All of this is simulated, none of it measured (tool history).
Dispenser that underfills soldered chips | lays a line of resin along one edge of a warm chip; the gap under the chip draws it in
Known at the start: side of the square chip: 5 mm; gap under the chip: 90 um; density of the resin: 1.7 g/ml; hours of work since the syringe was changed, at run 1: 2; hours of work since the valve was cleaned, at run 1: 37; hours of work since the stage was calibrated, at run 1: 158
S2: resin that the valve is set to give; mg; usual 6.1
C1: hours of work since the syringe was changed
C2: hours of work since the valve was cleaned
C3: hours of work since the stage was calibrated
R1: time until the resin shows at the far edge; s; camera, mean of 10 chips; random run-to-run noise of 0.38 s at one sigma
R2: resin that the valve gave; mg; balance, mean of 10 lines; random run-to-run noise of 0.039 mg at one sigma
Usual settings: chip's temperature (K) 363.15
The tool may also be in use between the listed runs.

Run 1, hour 0: usual settings; C1 2; C2 37; C3 158. Result: R1 27.5 s, R2 5.97 mg.
Run 2, hour 4.7: usual settings; C1 6; C2 40; C3 162. Result: R1 36.9 s, R2 6.04 mg.
At hour 5.4: new syringe of resin.
Run 3, hour 9.8: usual settings; C1 3; C2 44; C3 165. Result: R1 30 s, R2 5.94 mg.
At hour 13.5: new syringe of resin.
Run 4, hour 15.2: usual settings; C1 1; C2 48; C3 169. Result: R1 25.4 s, R2 6.04 mg.
Run 5, hour 19.9: usual settings; C1 5; C2 52; C3 173. Result: R1 34.1 s, R2 5.85 mg.
At hour 21.7: new syringe of resin.
Run 6, hour 24.8: usual settings but chip's temperature (K) 349.15; C1 2; C2 56; C3 177. Result: R1 47.5 s, R2 6.02 mg.
Run 7, hour 29.1: usual settings but chip's temperature (K) 349.15; C1 6; C2 59; C3 180. Result: R1 62.4 s, R2 5.98 mg.
At hour 29.7: new syringe of resin.
Run 8, hour 32.3: usual settings but chip's temperature (K) 349.15; C1 2; C2 61; C3 183. Result: R1 48.4 s, R2 5.98 mg.
Run 9, hour 37: usual settings but chip's temperature (K) 365.15; C1 6; C2 65; C3 186. Result: R1 33.2 s, R2 5.96 mg.
At hour 37.7: new syringe of resin.
Run 10, hour 42.5: usual settings; C1 4; C2 69; C3 190. Result: R1 30 s, R2 5.94 mg.
At hour 45.6: new syringe of resin.
Run 11, hour 46.3: usual settings; C1 1; C2 72; C3 193. Result: R1 24.1 s, R2 5.92 mg.
Run 12, hour 50.7: usual settings but S2 5.86 mg; C1 4; C2 76; C3 197. Result: R1 31.7 s, R2 5.68 mg.
At hour 53.6: new syringe of resin.
Run 13, hour 53.6: usual settings but S2 5.86 mg; C1 0; C2 78; C3 199. Result: R1 23.3 s, R2 5.74 mg.
Run 14, hour 58.3: usual settings but chip's temperature (K) 359.15, S2 5.8 mg; C1 4; C2 81; C3 203. Result: R1 36.9 s, R2 5.69 mg.
At hour 61.5: new syringe of resin.
Run 15, hour 61.5: usual settings but chip's temperature (K) 351.15, S2 6.37 mg; C1 0; C2 84; C3 205. Result: R1 36.1 s, R2 6.19 mg.
Run 16, hour 67: usual settings but chip's temperature (K) 351.15, S2 6.37 mg; C1 4; C2 88; C3 209. Result: R1 50.9 s, R2 6.15 mg.
At hour 69.4: new syringe of resin.
Run 17, hour 69.8: usual settings but chip's temperature (K) 375.15, S2 7.47 mg; C1 0; C2 90; C3 211. Result: R1 14.2 s, R2 7.24 mg.
Run 18, hour 72.9: usual settings but chip's temperature (K) 348.15, S2 5.28 mg; C1 3; C2 92; C3 214. Result: R1 52.4 s, R2 5.05 mg.
Run 19, hour 76.1: usual settings but chip's temperature (K) 375.15, S2 6.56 mg; C1 5; C2 95; C3 216. Result: R1 21.6 s, R2 6.31 mg.

Below are 5 alternative next runs, each starting from the tool's condition after run 19. Predict each:
At hour 77.2: new syringe of resin.
Run A, hour 80.9: usual settings but chip's temperature (K) 354.15; C1 3; C2 99; C3 220. Result: R1 ?, R2 ?.
At hour 77.2: new syringe of resin.
Run B, hour 80.9: usual settings but chip's temperature (K) 368.15, S2 6.56 mg; C1 3; C2 99; C3 220. Result: R1 ?, R2 ?.
At hour 77.2: new syringe of resin.
Run C, hour 80.9: usual settings but chip's temperature (K) 366.15, S2 7.82 mg; C1 3; C2 99; C3 220. Result: R1 ?, R2 ?.
At hour 77.2: new syringe of resin.
Run D, hour 80.9: usual settings but chip's temperature (K) 372.15, S2 6.49 mg; C1 3; C2 99; C3 220. Result: R1 ?, R2 ?.
At hour 77.2: new syringe of resin.
Run E, hour 80.9: usual settings but chip's temperature (K) 370.15, S2 6.56 mg; C1 3; C2 99; C3 220. Result: R1 ?, R2 ?.

run    R1    R2
  A    41  5.94
  B  24.6  6.29
  C  24.9  7.55
  D    21  6.19
  E  22.2  6.29
With the hidden condition removed and each run's random variation left untouched, the same runs would have given:
run    R1    R2
  A  33.4  6.16
  B  20.1  6.53
  C  20.2  7.84
  D    17  6.43
  E  18.1  6.53
